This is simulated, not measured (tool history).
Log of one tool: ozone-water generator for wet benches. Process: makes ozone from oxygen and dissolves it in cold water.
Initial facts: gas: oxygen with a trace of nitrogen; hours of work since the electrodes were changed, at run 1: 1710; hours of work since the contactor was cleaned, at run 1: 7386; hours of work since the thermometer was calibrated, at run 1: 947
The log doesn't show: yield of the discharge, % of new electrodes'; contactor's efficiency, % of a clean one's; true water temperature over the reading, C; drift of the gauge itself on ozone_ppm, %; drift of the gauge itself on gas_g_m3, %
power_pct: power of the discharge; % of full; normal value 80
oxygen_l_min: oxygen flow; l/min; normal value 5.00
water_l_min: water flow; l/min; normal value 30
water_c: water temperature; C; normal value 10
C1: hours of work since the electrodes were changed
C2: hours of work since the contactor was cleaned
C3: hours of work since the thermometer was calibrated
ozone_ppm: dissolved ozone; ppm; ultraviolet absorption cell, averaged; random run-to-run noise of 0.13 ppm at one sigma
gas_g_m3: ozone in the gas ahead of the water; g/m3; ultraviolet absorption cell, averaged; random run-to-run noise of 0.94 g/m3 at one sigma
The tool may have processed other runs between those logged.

run 1 day=0.000 | power_pct=80 oxygen_l_min=5.00 water_l_min=30 water_c=10 | C1=1710 C2=7386 C3=947 | ozone_ppm=13.3 gas_g_m3=155.9
run 2 day=3.529 | power_pct=80 oxygen_l_min=5.00 water_l_min=30 water_c=10 | C1=1771 C2=7447 C3=1008 | ozone_ppm=13.3 gas_g_m3=155.2
run 3 day=5.175 | power_pct=80 oxygen_l_min=5.00 water_l_min=30 water_c=7 | C1=1800 C2=7475 C3=1036 | ozone_ppm=13.9 gas_g_m3=158.0
run 4 day=8.175 | power_pct=80 oxygen_l_min=5.00 water_l_min=30 water_c=7 | C1=1851 C2=7527 C3=1088 | ozone_ppm=13.8 gas_g_m3=155.5
run 5 day=11.888 | power_pct=80 oxygen_l_min=5.00 water_l_min=30 water_c=7 | C1=1915 C2=7591 C3=1152 | ozone_ppm=13.8 gas_g_m3=155.9
run 6 day=15.058 | power_pct=80 oxygen_l_min=5.00 water_l_min=30 water_c=7 | C1=1970 C2=7646 C3=1207 | ozone_ppm=13.6 gas_g_m3=157.0
run 7 day=17.008 | power_pct=80 oxygen_l_min=5.00 water_l_min=30 water_c=7 | C1=2004 C2=7680 C3=1240 | ozone_ppm=13.6 gas_g_m3=156.7
run 8 day=19.038 | power_pct=80 oxygen_l_min=5.00 water_l_min=30 water_c=10 | C1=2039 C2=7715 C3=1275 | ozone_ppm=13.2 gas_g_m3=157.9
run 9 day=21.079 | power_pct=80 oxygen_l_min=5.00 water_l_min=19 water_c=10 | C1=2074 C2=7750 C3=1311 | ozone_ppm=20.1 gas_g_m3=156.1
run 10 day=22.792 | power_pct=80 oxygen_l_min=5.10 water_l_min=30 water_c=10 | C1=2104 C2=7779 C3=1340 | ozone_ppm=13.4 gas_g_m3=154.1
run 11 day=24.462 | power_pct=80 oxygen_l_min=5.00 water_l_min=30 water_c=10 | C1=2132 C2=7808 C3=1369 | ozone_ppm=13.5 gas_g_m3=156.0
run 12 day=27.367 | power_pct=80 oxygen_l_min=5.00 water_l_min=30 water_c=10 | C1=2182 C2=7858 C3=1419 | ozone_ppm=13.4 gas_g_m3=155.3
run 13 day=29.404 | power_pct=80 oxygen_l_min=5.00 water_l_min=30 water_c=10 | C1=2218 C2=7894 C3=1454 | ozone_ppm=13.2 gas_g_m3=157.3
run 14 day=32.629 | power_pct=80 oxygen_l_min=5.45 water_l_min=30 water_c=10 | C1=2273 C2=7949 C3=1510 | ozone_ppm=13.8 gas_g_m3=152.4
run 15 day=35.146 | power_pct=80 oxygen_l_min=5.45 water_l_min=30 water_c=10 | C1=2317 C2=7993 C3=1553 | ozone_ppm=13.9 gas_g_m3=151.4
run 16 day=37.721 | power_pct=80 oxygen_l_min=6.48 water_l_min=30 water_c=10 | C1=2361 C2=8037 C3=1598 | ozone_ppm=14.4 gas_g_m3=142.0
run 17 day=40.779 | power_pct=80 oxygen_l_min=6.48 water_l_min=30 water_c=10 | C1=2414 C2=8090 C3=1651 | ozone_ppm=14.3 gas_g_m3=143.4
run 18 day=42.721 | power_pct=80 oxygen_l_min=6.48 water_l_min=30 water_c=10 | C1=2448 C2=8123 C3=1684 | ozone_ppm=14.5 gas_g_m3=143.1
-- day=46.300 contactor cleaned
run 19 day=46.738 | power_pct=50 oxygen_l_min=6.48 water_l_min=19 water_c=5 | C1=2514 C2=8 C3=1751 | ozone_ppm=17.9 gas_g_m3=107.7
run 20 day=49.558 | power_pct=89 oxygen_l_min=6.48 water_l_min=19 water_c=5 | C1=2563 C2=56 C3=1799 | ozone_ppm=25.5 gas_g_m3=150.6
run 21 day=52.996 | power_pct=89 oxygen_l_min=6.48 water_l_min=19 water_c=5 | C1=2622 C2=116 C3=1859 | ozone_ppm=25.4 gas_g_m3=151.1
run 22 day=56.579 | power_pct=54 oxygen_l_min=6.48 water_l_min=19 water_c=17 | C1=2684 C2=177 C3=1920 | ozone_ppm=15.6 gas_g_m3=111.5
run 23 day=59.296 | power_pct=42 oxygen_l_min=4.82 water_l_min=19 water_c=9 | C1=2731 C2=224 C3=1967 | ozone_ppm=14.4 gas_g_m3=107.8
run 24 day=62.962 | power_pct=42 oxygen_l_min=4.82 water_l_min=40 water_c=12 | C1=2794 C2=288 C3=2031 | ozone_ppm=6.9 gas_g_m3=108.8
run 25 day=65.662 | power_pct=42 oxygen_l_min=4.82 water_l_min=40 water_c=12 | C1=2841 C2=334 C3=2077 | ozone_ppm=7.2 gas_g_m3=107.7
run 26 day=67.254 | power_pct=57 oxygen_l_min=5.00 water_l_min=30 water_c=10 | C1=2868 C2=362 C3=2105 | ozone_ppm=11.4 gas_g_m3=128.3
run 27 day=71.008 | power_pct=57 oxygen_l_min=2.80 water_l_min=38 water_c=10 | C1=2933 C2=426 C3=2169 | ozone_ppm=7.1 gas_g_m3=155.2
run 28 day=72.717 | power_pct=80 oxygen_l_min=6.08 water_l_min=38 water_c=10 | C1=2962 C2=456 C3=2199 | ozone_ppm=12.2 gas_g_m3=144.7
run 29 day=76.067 | power_pct=80 oxygen_l_min=6.08 water_l_min=18 water_c=6 | C1=3020 C2=514 C3=2257 | ozone_ppm=23.9 gas_g_m3=145.5
run 30 day=79.571 | power_pct=99 oxygen_l_min=6.08 water_l_min=44 water_c=6 | C1=3081 C2=574 C3=2317 | ozone_ppm=12.6 gas_g_m3=163.9
run 31 day=82.508 | power_pct=99 oxygen_l_min=6.92 water_l_min=24 water_c=18 | C1=3131 C2=625 C3=2368 | ozone_ppm=18.8 gas_g_m3=158.8
run 32 day=85.046 | power_pct=70 oxygen_l_min=7.06 water_l_min=25 water_c=9 | C1=3175 C2=669 C3=2412 | ozone_ppm=17.0 gas_g_m3=126.3
run 33 day=88.250 | power_pct=80 oxygen_l_min=4.55 water_l_min=30 water_c=15 | C1=3230 C2=724 C3=2467 | ozone_ppm=13.0 gas_g_m3=161.0

Predict each of these 3 candidate next runs independently; none follows another, all start after run 33:
run A day=91.183 | power_pct=80 oxygen_l_min=5.00 water_l_min=30 water_c=6 | C1=3281 C2=775 C3=2518 | ozone_ppm=? gas_g_m3=?
run B day=91.183 | power_pct=80 oxygen_l_min=5.48 water_l_min=30 water_c=15 | C1=3281 C2=775 C3=2518 | ozone_ppm=? gas_g_m3=?
run C day=91.183 | power_pct=80 oxygen_l_min=5.00 water_l_min=30 water_c=7 | C1=3281 C2=775 C3=2518 | ozone_ppm=? gas_g_m3=?

run=A ozone_ppm=14.5 gas_g_m3=154.1
run=B ozone_ppm=13.7 gas_g_m3=149.6
run=C ozone_ppm=14.2 gas_g_m3=154.9
Take away the tool's hidden state, keep each run's random variation, and the runs would have read:
run=A ozone_ppm=15.1 gas_g_m3=158.4
run=B ozone_ppm=14.2 gas_g_m3=153.7
run=C ozone_ppm=14.8 gas_g_m3=159.2

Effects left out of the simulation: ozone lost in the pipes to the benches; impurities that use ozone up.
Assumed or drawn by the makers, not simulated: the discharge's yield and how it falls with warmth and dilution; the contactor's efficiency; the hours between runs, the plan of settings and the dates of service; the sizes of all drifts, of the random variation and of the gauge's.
